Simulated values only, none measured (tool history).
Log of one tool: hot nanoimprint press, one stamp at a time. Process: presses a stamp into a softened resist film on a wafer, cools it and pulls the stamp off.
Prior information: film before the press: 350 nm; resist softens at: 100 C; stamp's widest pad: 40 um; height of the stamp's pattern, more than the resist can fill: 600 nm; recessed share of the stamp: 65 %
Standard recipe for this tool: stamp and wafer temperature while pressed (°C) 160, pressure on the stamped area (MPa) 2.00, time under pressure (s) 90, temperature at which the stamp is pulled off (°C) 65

run	hour	stamp and wafer temperature while pressed (°C)	pressure on the stamped area (MPa)	time under pressure (s)	temperature at which the stamp is pulled off (°C)	resist left under the stamp's widest pad (Å)	greatest force while the stamp is pulled off (N)
1	0.0	160	2.00	90	65	1278	130
2	6.9	160	2.00	90	65	1303	126
3	15.8	160	2.00	90	65	1289	135
4	23.4	152	2.00	90	65	1771	132
5	28.5	152	2.00	90	65	1767	134
# hour 41.0: stamp cleaned and given a new release coat
6	42.0	160	1.55	90	65	1448	110
7	46.2	160	2.21	90	65	1234	111
8	54.2	160	2.21	90	72	1258	93
9	61.6	160	2.00	90	65	1296	114
10	66.2	160	2.00	90	65	1286	118
11	73.7	160	2.00	90	65	1288	116
12	81.5	160	2.00	90	65	1279	117
13	86.8	160	2.00	90	72	1300	99
14	91.9	160	2.00	90	65	1292	119
# hour 95.6: plate thermocouple calibrated
15	98.7	160	2.00	90	65	1290	120
16	104.1	160	2.00	111	64	1193	126
17	110.8	160	2.00	111	62	1188	129
18	118.4	169	2.00	111	55	859	149
19	123.5	170	2.00	131	66	761	117
20	131.9	151	1.25	170	51	1784	162
# hour 135.7: plate thermocouple calibrated, once more
21	141.1	160	2.17	90	56	1223	148
22	146.0	155	1.35	47	51	2261	160
23	150.9	170	1.44	90	56	1038	145
24	158.3	170	1.44	90	56	1031	150
25	163.3	168	2.76	90	65	793	128
26	168.7	158	2.82	48	63	1521	137
27	176.3	163	3.17	90	65	919	127
28	181.7	160	1.22	137	65	1345	125
29	185.6	160	1.22	137	65	1336	129
# hour 197.6: stamp cleaned and given a new release coat
30	199.8	165	1.46	147	55	1000	133

Consider 3 possible next runs. They are alternatives, not a sequence: every one starts from the tool as it was left by run 30. What does each give?
A	207.7	157	2.77	147	65	?	?
B	207.7	160	1.46	105	51	?	?
C	207.7	160	2.03	69	65	?	?

run	resist left under the stamp's widest pad (Å)	greatest force while the stamp is pulled off (N)
A	1021	109
B	1393	152
C	1432	111
Take away the tool's hidden state, keep each run's random variation, and the runs would have read:
run	resist left under the stamp's widest pad (Å)	greatest force while the stamp is pulled off (N)
A	999	107
B	1377	150
C	1410	109
